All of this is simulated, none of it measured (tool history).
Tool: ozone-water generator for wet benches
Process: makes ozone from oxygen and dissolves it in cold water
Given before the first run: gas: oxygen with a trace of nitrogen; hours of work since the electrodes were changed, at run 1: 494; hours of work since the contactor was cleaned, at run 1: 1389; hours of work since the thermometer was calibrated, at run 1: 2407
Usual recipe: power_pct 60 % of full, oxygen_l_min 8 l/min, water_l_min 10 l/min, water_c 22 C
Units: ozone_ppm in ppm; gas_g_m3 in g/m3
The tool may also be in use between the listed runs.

| run | hour | power_pct | oxygen_l_min | water_l_min | water_c | hours of work since the electrodes were changed | hours of work since the contactor was cleaned | hours of work since the thermometer was calibrated | ozone_ppm | gas_g_m3 |
|---|---|---|---|---|---|---|---|---|---|---|
| 1 | 0 | 60 | 8 | 10 | 22 | 494 | 1389 | 2407 | 32.3 | 199.3 |
| 2 | 28.1 | 60 | 8 | 10 | 22 | 521 | 1415 | 2433 | 32.4 | 199.2 |
| 3 | 57 | 60 | 8 | 10 | 22 | 548 | 1442 | 2460 | 32.1 | 200.1 |
| 4 | 86.6 | 60 | 8 | 10 | 22 | 575 | 1470 | 2488 | 32 | 198.8 |
| 5 | 116.2 | 60 | 8 | 10 | 22 | 603 | 1498 | 2515 | 32.4 | 196.6 |
| 6 | 149.8 | 60 | 8 | 10 | 22 | 635 | 1529 | 2547 | 32.2 | 196.8 |
| 7 | 168.1 | 60 | 8 | 10 | 22 | 652 | 1546 | 2564 | 32.5 | 196.5 |
| 8 | 190.4 | 60 | 8 | 8 | 22 | 673 | 1567 | 2585 | 36.4 | 197.9 |
| 9 | 219.3 | 60 | 8 | 8 | 22 | 700 | 1594 | 2612 | 37 | 198.9 |
| 10 | 251.5 | 54 | 4.18 | 6 | 25 | 730 | 1624 | 2642 | 38.5 | 227.4 |

The next listed run, before its measurement:
| 11 | 284.1 | 60 | 8 | 10 | 24 | 760 | 1655 | 2672 | ? | ? |

{"run 11": {"ozone_ppm": 31.2, "gas_g_m3": 196.8}}
Minus the tool's unlogged condition, the same run would have read ozone_ppm 31.2 ppm, gas_g_m3 200.3 g/m3.

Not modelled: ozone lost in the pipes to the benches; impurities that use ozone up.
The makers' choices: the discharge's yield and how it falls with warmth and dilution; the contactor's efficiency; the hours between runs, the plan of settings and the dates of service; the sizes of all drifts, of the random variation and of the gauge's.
